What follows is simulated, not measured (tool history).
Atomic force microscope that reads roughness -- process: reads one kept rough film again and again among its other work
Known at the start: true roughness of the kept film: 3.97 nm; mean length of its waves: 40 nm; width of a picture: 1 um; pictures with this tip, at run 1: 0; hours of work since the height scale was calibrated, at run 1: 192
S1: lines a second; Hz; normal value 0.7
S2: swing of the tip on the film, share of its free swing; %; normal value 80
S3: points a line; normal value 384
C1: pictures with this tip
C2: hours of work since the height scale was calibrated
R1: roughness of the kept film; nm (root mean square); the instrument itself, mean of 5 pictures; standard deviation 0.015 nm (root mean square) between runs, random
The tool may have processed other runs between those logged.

Run 1, day 0: usual settings; C1 0; C2 192. Result: R1 3.644 nm (root mean square).
Run 2, day 0.312: usual settings; C1 9; C2 197. Result: R1 3.671 nm (root mean square).
Run 3, day 0.667: usual settings but S2 86 %; C1 18; C2 203. Result: R1 3.591 nm (root mean square).
Run 4, day 0.938: usual settings; C1 26; C2 207. Result: R1 3.643 nm (root mean square).
Run 5, day 1.258: usual settings; C1 35; C2 212. Result: R1 3.6 nm (root mean square).
Run 6, day 1.475: usual settings; C1 41; C2 216. Result: R1 3.606 nm (root mean square).
Run 7, day 1.846: usual settings; C1 51; C2 222. Result: R1 3.62 nm (root mean square).
At day 1.904: height scale calibrated on a step standard.
Run 8, day 2.225: usual settings; C1 60; C2 5. Result: R1 3.585 nm (root mean square).
Run 9, day 2.654: usual settings; C1 72; C2 12. Result: R1 3.574 nm (root mean square).
Run 10, day 2.946: usual settings; C1 80; C2 17. Result: R1 3.573 nm (root mean square).
Run 11, day 3.2: usual settings but S1 3.635 Hz; C1 87; C2 21. Result: R1 3.185 nm (root mean square).
Run 12, day 3.562: usual settings but S1 0.506 Hz, S2 69 %, S3 877; C1 97; C2 27. Result: R1 3.626 nm (root mean square).
At day 3.783: height scale calibrated on a step standard, once more.
Run 13, day 3.912: usual settings but S1 2.815 Hz, S2 69 %, S3 877; C1 106; C2 2. Result: R1 3.42 nm (root mean square).
Run 14, day 4.162: usual settings but S1 2.162 Hz, S3 445; C1 113; C2 6. Result: R1 3.349 nm (root mean square).
Run 15, day 4.546: usual settings but S1 2.162 Hz, S3 445; C1 124; C2 12. Result: R1 3.329 nm (root mean square).
Run 16, day 4.783: usual settings but S1 0.65 Hz, S2 87 %, S3 386; C1 130; C2 16. Result: R1 3.521 nm (root mean square).
Run 17, day 5.246: usual settings but S1 0.65 Hz, S2 62 %, S3 386; C1 143; C2 23. Result: R1 3.569 nm (root mean square).
Run 18, day 5.533: usual settings but S1 0.65 Hz, S2 62 %, S3 386; C1 151; C2 28. Result: R1 3.562 nm (root mean square).
Run 19, day 5.821: usual settings but S1 3.91 Hz, S2 57 %; C1 159; C2 33. Result: R1 3.422 nm (root mean square).
Run 20, day 6.304: usual settings but S1 0.541 Hz, S2 77 %, S3 716; C1 172; C2 40. Result: R1 3.516 nm (root mean square).
Run 21, day 6.575: usual settings but S1 0.541 Hz, S2 77 %, S3 716; C1 180; C2 45. Result: R1 3.51 nm (root mean square).
Run 22, day 6.917: usual settings but S1 0.541 Hz, S2 77 %, S3 758; C1 189; C2 50. Result: R1 3.494 nm (root mean square).

Describe how what the log doesn't record of the tool's condition differs between the last listed run preceding each entry between runs and the first listed run following it.
From run 7 to run 8: height scale calibrated on a step standard (day 1.904)
  radius of the tip, nm: 6.8 -> 7.1; height scale over the true one, %: 0.06 -> 0.09
  what was measured, less what the result would be without the hidden state, R1: -0.059 -> -0.067 nm (root mean square)
From run 12 to run 13: height scale calibrated on a step standard, once more (day 3.783)
  radius of the tip, nm: 8.3 -> 8.6; height scale over the true one, %: 0.1 -> -0.08
  what was measured, less what the result would be without the hidden state, R1: -0.109 -> -0.118 nm (root mean square)
